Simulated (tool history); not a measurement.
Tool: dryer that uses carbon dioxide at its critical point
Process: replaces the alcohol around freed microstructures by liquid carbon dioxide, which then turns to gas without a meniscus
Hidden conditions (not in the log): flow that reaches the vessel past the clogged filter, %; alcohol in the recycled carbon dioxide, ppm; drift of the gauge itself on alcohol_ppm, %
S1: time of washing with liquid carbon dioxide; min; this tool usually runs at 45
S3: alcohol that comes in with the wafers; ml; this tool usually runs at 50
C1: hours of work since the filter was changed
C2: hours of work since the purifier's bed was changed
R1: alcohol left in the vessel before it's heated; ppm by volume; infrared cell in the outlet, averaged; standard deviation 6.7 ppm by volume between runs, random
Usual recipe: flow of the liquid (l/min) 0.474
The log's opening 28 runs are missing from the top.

Run 29, hour 274.5: usual settings but S1 50 min, flow of the liquid (l/min) 0.403; C1 120; C2 152. Result: R1 452 ppm by volume.
Run 30, hour 282.6: usual settings but S1 50 min, flow of the liquid (l/min) 0.403; C1 124; C2 155. Result: R1 463 ppm by volume.
Run 31, hour 290.8: usual settings but flow of the liquid (l/min) 0.559, S3 47 ml; C1 128; C2 159. Result: R1 199 ppm by volume.
Run 32, hour 300.0: usual settings but flow of the liquid (l/min) 0.559, S3 47 ml; C1 132; C2 164. Result: R1 196 ppm by volume.
Run 33, hour 312.5: usual settings but S1 65 min; C1 138; C2 170. Result: R1 112 ppm by volume.
Run 34, hour 322.2: usual settings but S1 65 min, flow of the liquid (l/min) 0.399; C1 143; C2 174. Result: R1 204 ppm by volume.
Run 35, hour 328.7: usual settings but S1 65 min, flow of the liquid (l/min) 0.399, S3 82 ml; C1 146; C2 178. Result: R1 308 ppm by volume.
Run 36, hour 338.2: usual settings but S1 65 min, flow of the liquid (l/min) 0.399, S3 82 ml; C1 151; C2 182. Result: R1 325 ppm by volume.
Run 37, hour 345.0: usual settings but S1 37 min, flow of the liquid (l/min) 0.708; C1 154; C2 185. Result: R1 183 ppm by volume.
Run 38, hour 356.0: usual settings but S1 49 min, flow of the liquid (l/min) 0.708; C1 159; C2 191. Result: R1 81 ppm by volume.
Run 39, hour 365.5: usual settings but flow of the liquid (l/min) 0.372, S3 22 ml; C1 164; C2 195. Result: R1 375 ppm by volume.
Run 40, hour 378.2: usual settings but S1 64 min, S3 101 ml; C1 170; C2 201. Result: R1 186 ppm by volume.
Run 41, hour 388.7: usual settings but S1 55 min, flow of the liquid (l/min) 0.293, S3 20 ml; C1 175; C2 206. Result: R1 405 ppm by volume.
Run 42, hour 397.4: usual settings but S1 55 min, flow of the liquid (l/min) 0.293, S3 20 ml; C1 179; C2 211. Result: R1 425 ppm by volume.
Run 43, hour 406.3: usual settings but S1 55 min, flow of the liquid (l/min) 0.293, S3 20 ml; C1 183; C2 215. Result: R1 409 ppm by volume.
Run 44, hour 418.0: usual settings but S1 66 min; C1 189; C2 221. Result: R1 109 ppm by volume.
Run 45, hour 430.5: usual settings but S1 54 min, flow of the liquid (l/min) 0.764, S3 91 ml; C1 195; C2 227. Result: R1 72 ppm by volume.
Run 46, hour 442.0: usual settings but S1 58 min, S3 36 ml; C1 200; C2 232. Result: R1 145 ppm by volume.

Branching from run 46: 4 alternative next runs. What would each branch give?
Run A, hour 448.6: usual settings but S1 58 min, flow of the liquid (l/min) 0.378, S3 33 ml; C1 204; C2 235. Result: R1 ?.
Run B, hour 448.6: usual settings but S1 33 min, S3 36 ml; C1 204; C2 235. Result: R1 ?.
Run C, hour 448.6: usual settings but S1 59 min, S3 36 ml; C1 204; C2 235. Result: R1 ?.
Run D, hour 448.6: usual settings but S1 58 min, flow of the liquid (l/min) 0.708, S3 36 ml; C1 204; C2 235. Result: R1 ?.

run   R1
  A  281
  B  760
  C  143
  D   59
With the hidden condition removed and each run's random variation left untouched, the same runs would have given:
run   R1
  A  186
  B  602
  C   72
  D    9
